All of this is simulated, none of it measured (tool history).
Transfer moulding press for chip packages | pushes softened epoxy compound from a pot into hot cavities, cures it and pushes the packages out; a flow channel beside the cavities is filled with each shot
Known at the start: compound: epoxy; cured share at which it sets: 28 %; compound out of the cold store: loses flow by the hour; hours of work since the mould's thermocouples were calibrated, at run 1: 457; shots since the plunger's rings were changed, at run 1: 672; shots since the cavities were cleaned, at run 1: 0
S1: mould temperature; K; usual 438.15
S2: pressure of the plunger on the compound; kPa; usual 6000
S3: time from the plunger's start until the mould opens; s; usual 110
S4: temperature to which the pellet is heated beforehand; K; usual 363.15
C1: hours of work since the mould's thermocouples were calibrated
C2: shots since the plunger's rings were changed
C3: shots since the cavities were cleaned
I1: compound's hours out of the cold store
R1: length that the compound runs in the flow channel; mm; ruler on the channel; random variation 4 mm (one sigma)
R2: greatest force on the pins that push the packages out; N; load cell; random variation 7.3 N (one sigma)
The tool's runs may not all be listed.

run	day	S1	S2	S3	S4	C1	C2	C3	I1	R1	R2
1	0	438.15	6000	110	363.15	457	672	0	13.8	701	344
2	0.9	438.15	6000	110	363.15	467	826	154	39	647	350
3	1.942	438.15	6000	110	363.15	479	1004	332	41.5	638	389
4	2.871	438.15	6000	110	363.15	489	1164	492	11.8	700	421
5	4.15	438.15	5360	110	363.15	504	1383	711	22.2	638	444
# day 4.683: cavities cleaned with cleaning compound and waxed
6	5.067	438.15	5360	110	363.15	513	1529	66	23.7	628	361
7	6.221	438.15	5360	92	363.15	526	1727	264	10.5	656	603
8	7.062	438.15	6750	110	363.15	535	1871	408	16.9	719	408
9	8.012	438.15	6750	110	363.15	546	2034	571	24	702	439
10	8.95	438.15	6000	107	363.15	556	2194	731	26	655	485
# day 9.329: cavities cleaned with cleaning compound and waxed
11	10	438.15	6000	107	363.15	568	2364	115	31.1	649	392
12	10.629	438.15	5040	107	363.15	575	2471	222	34.4	587	378
13	11.233	438.15	5040	107	363.15	581	2574	325	41.5	570	414
14	11.775	438.15	5040	107	363.15	587	2667	418	11	625	449
15	12.654	438.15	5040	107	363.15	597	2818	569	45.3	561	420
16	13.638	438.15	6590	102	363.15	608	2987	738	18.4	694	509
# day 13.992: cavities cleaned with cleaning compound and waxed
17	14.404	438.15	6590	102	363.15	616	3107	71	41.1	648	404
18	15.304	438.15	6590	102	363.15	626	3262	226	46.7	639	442
19	16.15	436.15	6250	99	363.15	636	3406	370	11.3	694	635
20	17.4	436.15	6250	94	358.15	650	3620	584	21.7	671	731
21	18.321	436.15	6250	94	358.15	660	3778	742	16.1	677	770
# day 18.688: cavities cleaned with cleaning compound and waxed
22	19.429	436.15	6250	94	358.15	672	3957	127	27.7	655	624
23	20.079	435.15	6250	95	358.15	679	4068	238	39.7	632	656
24	21.279	435.15	7290	98	358.15	692	4274	444	43.1	679	660
25	22.354	435.15	7290	98	358.15	704	4458	628	8	749	737
# day 22.738: plunger's sealing rings changed
# day 23.446: cavities cleaned with cleaning compound and waxed
26	23.446	435.15	7290	98	358.15	715	111	0	47.3	726	545
27	24.4	438.15	5290	98	357.15	725	274	163	26.4	648	496
28	25.646	438.15	5290	98	357.15	739	488	377	21.2	643	532

Hidden state or all else? Some run-to-run changes of R1, split into what the settings, what came in and random variation would give without the hidden state, and what is left for the hidden state (with any gauge scatter that isn't in both results):
The hidden state here: true mould temperature over the reading, C; pressure that reaches the compound, % of what is set; grip of the stained cavities, % over clean ones'; drift of the gauge itself on flow_mm, %; drift of the gauge itself on push_out_n, %.
Run 15 -> 16: S2 5040 -> 6590, S3 107 -> 102. R1 +133 mm: hidden state -9, all else +142.
Run 25 -> 26: plunger's sealing rings changed, cavities cleaned with cleaning compound and waxed. R1 -23 mm: hidden state +60, all else -83.
Run 26 -> 27: S1 435.15 -> 438.15, S2 7290 -> 5290, S4 358.15 -> 357.15. R1 -78 mm: hidden state -2, all else -76.
